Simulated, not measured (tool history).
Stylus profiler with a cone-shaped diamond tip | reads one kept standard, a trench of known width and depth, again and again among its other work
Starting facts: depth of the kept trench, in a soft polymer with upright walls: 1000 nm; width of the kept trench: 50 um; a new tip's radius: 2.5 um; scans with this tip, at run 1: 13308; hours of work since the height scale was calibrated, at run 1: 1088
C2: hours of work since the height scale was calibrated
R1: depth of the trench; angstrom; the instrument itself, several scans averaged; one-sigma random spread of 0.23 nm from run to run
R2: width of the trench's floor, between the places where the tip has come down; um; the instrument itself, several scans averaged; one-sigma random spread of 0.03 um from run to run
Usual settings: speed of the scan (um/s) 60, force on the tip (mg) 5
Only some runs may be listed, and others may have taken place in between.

run 1 day=0 | speed_of_the_scan_(um/s)=60 force_on_the_tip_(mg)=5 | scans_with_this_tip=13308 C2=1088 | R1=10228.9 R2=43.37
run 2 day=1.4 | speed_of_the_scan_(um/s)=60 force_on_the_tip_(mg)=5 | scans_with_this_tip=13501 C2=1104 | R1=10234.4 R2=43.36
run 3 day=3.108 | speed_of_the_scan_(um/s)=60 force_on_the_tip_(mg)=1.88 | scans_with_this_tip=13738 C2=1123 | R1=10129.7 R2=43.27
run 4 day=5.479 | speed_of_the_scan_(um/s)=37 force_on_the_tip_(mg)=1.88 | scans_with_this_tip=14066 C2=1150 | R1=10137 R2=43.27
run 5 day=8.425 | speed_of_the_scan_(um/s)=37 force_on_the_tip_(mg)=1.88 | scans_with_this_tip=14474 C2=1183 | R1=10136.6 R2=43.26
-- day=10.375 height scale calibrated on a step standard
run 6 day=10.429 | speed_of_the_scan_(um/s)=37 force_on_the_tip_(mg)=1.88 | scans_with_this_tip=14749 C2=1 | R1=10138.1 R2=43.23
run 7 day=12.992 | speed_of_the_scan_(um/s)=60 force_on_the_tip_(mg)=6.52 | scans_with_this_tip=15104 C2=30 | R1=10277.4 R2=43.18
run 8 day=14.504 | speed_of_the_scan_(um/s)=60 force_on_the_tip_(mg)=5 | scans_with_this_tip=15313 C2=47 | R1=10240.1 R2=43.16
run 9 day=16.533 | speed_of_the_scan_(um/s)=60 force_on_the_tip_(mg)=5 | scans_with_this_tip=15593 C2=70 | R1=10236.6 R2=43.06
run 10 day=18.45 | speed_of_the_scan_(um/s)=60 force_on_the_tip_(mg)=3.13 | scans_with_this_tip=15859 C2=91 | R1=10187.8 R2=43.05
-- day=20.758 height scale calibrated on a step standard, once more
run 11 day=21.354 | speed_of_the_scan_(um/s)=228 force_on_the_tip_(mg)=5 | scans_with_this_tip=16258 C2=7 | R1=10208.1 R2=42.57
run 12 day=22.812 | speed_of_the_scan_(um/s)=60 force_on_the_tip_(mg)=4.77 | scans_with_this_tip=16460 C2=23 | R1=10198.9 R2=42.98
run 13 day=25.079 | speed_of_the_scan_(um/s)=60 force_on_the_tip_(mg)=4.77 | scans_with_this_tip=16774 C2=49 | R1=10200.1 R2=42.87
run 14 day=28.138 | speed_of_the_scan_(um/s)=60 force_on_the_tip_(mg)=5 | scans_with_this_tip=17198 C2=84 | R1=10211 R2=42.86
run 15 day=31.25 | speed_of_the_scan_(um/s)=60 force_on_the_tip_(mg)=5 | scans_with_this_tip=17628 C2=119 | R1=10206.7 R2=42.84
run 16 day=33.2 | speed_of_the_scan_(um/s)=60 force_on_the_tip_(mg)=5 | scans_with_this_tip=17898 C2=141 | R1=10212.6 R2=42.81
run 17 day=35.204 | speed_of_the_scan_(um/s)=60 force_on_the_tip_(mg)=5 | scans_with_this_tip=18176 C2=163 | R1=10211.1 R2=42.78
run 18 day=37.296 | speed_of_the_scan_(um/s)=60 force_on_the_tip_(mg)=5 | scans_with_this_tip=18465 C2=187 | R1=10213.7 R2=42.78
run 19 day=39.421 | speed_of_the_scan_(um/s)=60 force_on_the_tip_(mg)=5 | scans_with_this_tip=18759 C2=211 | R1=10210.9 R2=42.66
run 20 day=41.338 | speed_of_the_scan_(um/s)=16 force_on_the_tip_(mg)=10.14 | scans_with_this_tip=19025 C2=233 | R1=10331 R2=42.78
run 21 day=43.304 | speed_of_the_scan_(um/s)=174 force_on_the_tip_(mg)=2.46 | scans_with_this_tip=19297 C2=255 | R1=10138.7 R2=42.05
run 22 day=44.938 | speed_of_the_scan_(um/s)=60 force_on_the_tip_(mg)=5.45 | scans_with_this_tip=19523 C2=274 | R1=10225.2 R2=42.52
run 23 day=46.996 | speed_of_the_scan_(um/s)=60 force_on_the_tip_(mg)=5.45 | scans_with_this_tip=19808 C2=297 | R1=10224.6 R2=42.53
run 24 day=50.104 | speed_of_the_scan_(um/s)=35 force_on_the_tip_(mg)=3.24 | scans_with_this_tip=20238 C2=332 | R1=10162.9 R2=42.48
run 25 day=51.429 | speed_of_the_scan_(um/s)=35 force_on_the_tip_(mg)=3.24 | scans_with_this_tip=20422 C2=347 | R1=10164.9 R2=42.54
run 26 day=52.767 | speed_of_the_scan_(um/s)=35 force_on_the_tip_(mg)=3.24 | scans_with_this_tip=20607 C2=362 | R1=10165.4 R2=42.48
-- day=54.179 new tip fitted, height scale calibrated
run 27 day=54.425 | speed_of_the_scan_(um/s)=60 force_on_the_tip_(mg)=2.7 | scans_with_this_tip=34 C2=3 | R1=10134 R2=45.88
run 28 day=56.792 | speed_of_the_scan_(um/s)=60 force_on_the_tip_(mg)=2.7 | scans_with_this_tip=362 C2=30 | R1=10139.2 R2=45.74
run 29 day=58.912 | speed_of_the_scan_(um/s)=56 force_on_the_tip_(mg)=2.31 | scans_with_this_tip=656 C2=54 | R1=10121 R2=45.7
run 30 day=60.238 | speed_of_the_scan_(um/s)=56 force_on_the_tip_(mg)=2.31 | scans_with_this_tip=839 C2=69 | R1=10122.9 R2=45.61
run 31 day=62.912 | speed_of_the_scan_(um/s)=56 force_on_the_tip_(mg)=2.31 | scans_with_this_tip=1209 C2=99 | R1=10121.5 R2=45.58
run 32 day=64.783 | speed_of_the_scan_(um/s)=56 force_on_the_tip_(mg)=2.31 | scans_with_this_tip=1468 C2=120 | R1=10124.5 R2=45.49
run 33 day=67.838 | speed_of_the_scan_(um/s)=56 force_on_the_tip_(mg)=2.31 | scans_with_this_tip=1891 C2=155 | R1=10126.8 R2=45.48
run 34 day=69.638 | speed_of_the_scan_(um/s)=146 force_on_the_tip_(mg)=11.73 | scans_with_this_tip=2140 C2=175 | R1=10360.5 R2=45.36
run 35 day=71.592 | speed_of_the_scan_(um/s)=27 force_on_the_tip_(mg)=2.2 | scans_with_this_tip=2411 C2=197 | R1=10122.6 R2=45.46
run 36 day=73.483 | speed_of_the_scan_(um/s)=27 force_on_the_tip_(mg)=9.11 | scans_with_this_tip=2673 C2=218 | R1=10307.3 R2=45.36
run 37 day=76.267 | speed_of_the_scan_(um/s)=27 force_on_the_tip_(mg)=2.56 | scans_with_this_tip=3058 C2=250 | R1=10136.8 R2=45.24
run 38 day=78.421 | speed_of_the_scan_(um/s)=18 force_on_the_tip_(mg)=2.46 | scans_with_this_tip=3356 C2=274 | R1=10133.6 R2=45.26

For each run, the measured value with the value that run would have given without the tool's hidden condition subtracted. The run-to-run variation is shared by both, the gauge scatter possibly not:
Hidden state present: radius of the tip, um; height scale over the true one, %; drift of the gauge itself on depth_nm, %; drift of the gauge itself on floor_um, %.
run=1 R1=+30.7 R2=-2.44
run=2 R1=+31.2 R2=-2.47
run=3 R1=+31.4 R2=-2.51
run=4 R1=+32.2 R2=-2.55
run=5 R1=+33.1 R2=-2.61
run=6 R1=+37.4 R2=-2.65
run=7 R1=+38.7 R2=-2.7
run=8 R1=+39.1 R2=-2.73
run=9 R1=+39.7 R2=-2.77
run=10 R1=+40.1 R2=-2.81
run=11 R1=+5.1 R2=-2.86
run=12 R1=+5.5 R2=-2.89
run=13 R1=+6.2 R2=-2.94
run=14 R1=+7.2 R2=-2.99
run=15 R1=+8.2 R2=-3.05
run=16 R1=+8.8 R2=-3.08
run=17 R1=+9.4 R2=-3.11
run=18 R1=+10.2 R2=-3.15
run=19 R1=+10.8 R2=-3.19
run=20 R1=+11.6 R2=-3.22
run=21 R1=+12 R2=-3.26
run=22 R1=+12.7 R2=-3.28
run=23 R1=+13.3 R2=-3.32
run=24 R1=+14.3 R2=-3.38
run=25 R1=+14.8 R2=-3.4
run=26 R1=+15.2 R2=-3.43
run=27 R1=+0.5 R2=+0.06
run=28 R1=+1.3 R2=+0
run=29 R1=+2 R2=-0.08
run=30 R1=+2.5 R2=-0.13
run=31 R1=+3.3 R2=-0.21
run=32 R1=+4 R2=-0.26
run=33 R1=+4.9 R2=-0.37
run=34 R1=+5.7 R2=-0.42
run=35 R1=+6.1 R2=-0.48
run=36 R1=+6.9 R2=-0.54
run=37 R1=+7.6 R2=-0.62
run=38 R1=+8.4 R2=-0.67
